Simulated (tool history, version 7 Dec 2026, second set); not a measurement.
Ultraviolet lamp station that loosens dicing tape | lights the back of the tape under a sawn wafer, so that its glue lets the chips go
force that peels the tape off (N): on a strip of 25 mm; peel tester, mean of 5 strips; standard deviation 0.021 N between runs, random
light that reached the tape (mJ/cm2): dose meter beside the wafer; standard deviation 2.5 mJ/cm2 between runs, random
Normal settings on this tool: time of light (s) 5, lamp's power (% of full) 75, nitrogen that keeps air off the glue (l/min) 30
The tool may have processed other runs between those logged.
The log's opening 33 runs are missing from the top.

run   hour  time of light (s)  lamp's power (% of full)  nitrogen that keeps air off the glue (l/min)  hours of work of the lamp  hours of work since the window was cleaned  force that peels the tape off (N)  light that reached the tape (mJ/cm2)
 34  231.9                  6                        62                                            24                        280                                         615                              1.776                                   238
 35  239.9                  6                        62                                            24                        286                                         621                              1.754                                   236
 36  245.1                  5                        75                                            31                        290                                         625                              1.556                                   240
     252.4  -- window cleaned of glue's vapour
 37  252.4                  5                        75                                            31                        295                                           0                              1.216                                   269
 38  261.4                  5                        81                                            50                        302                                           7                              0.823                                   295
 39  270.6                 10                        98                                            57                        309                                          14                              0.253                                   710
 40  277.5                  5                        71                                            57                        314                                          19                              0.965                                   255
 41  283.7                  5                        85                                            59                        318                                          23                              0.694                                   303
 42  293.7                 10                        85                                            59                        326                                          31                              0.259                                   612

Forecast each of these 3 alternatives for the next run:
  A  299.7                  6                        97                                            15                        330                                          35                                  ?                                     ?
  B  299.7                  8                        80                                            20                        330                                          35                                  ?                                     ?
  C  299.7                  7                        68                                            59                        330                                          35                                  ?                                     ?

run  force that peels the tape off (N)  light that reached the tape (mJ/cm2)
  A                              0.856                                   415
  B                              0.603                                   459
  C                              0.565                                   342
Without the tool's hidden state the same runs would have given:
run  force that peels the tape off (N)  light that reached the tape (mJ/cm2)
  A                              0.702                                   458
  B                              0.499                                   508
  C                               0.47                                   379

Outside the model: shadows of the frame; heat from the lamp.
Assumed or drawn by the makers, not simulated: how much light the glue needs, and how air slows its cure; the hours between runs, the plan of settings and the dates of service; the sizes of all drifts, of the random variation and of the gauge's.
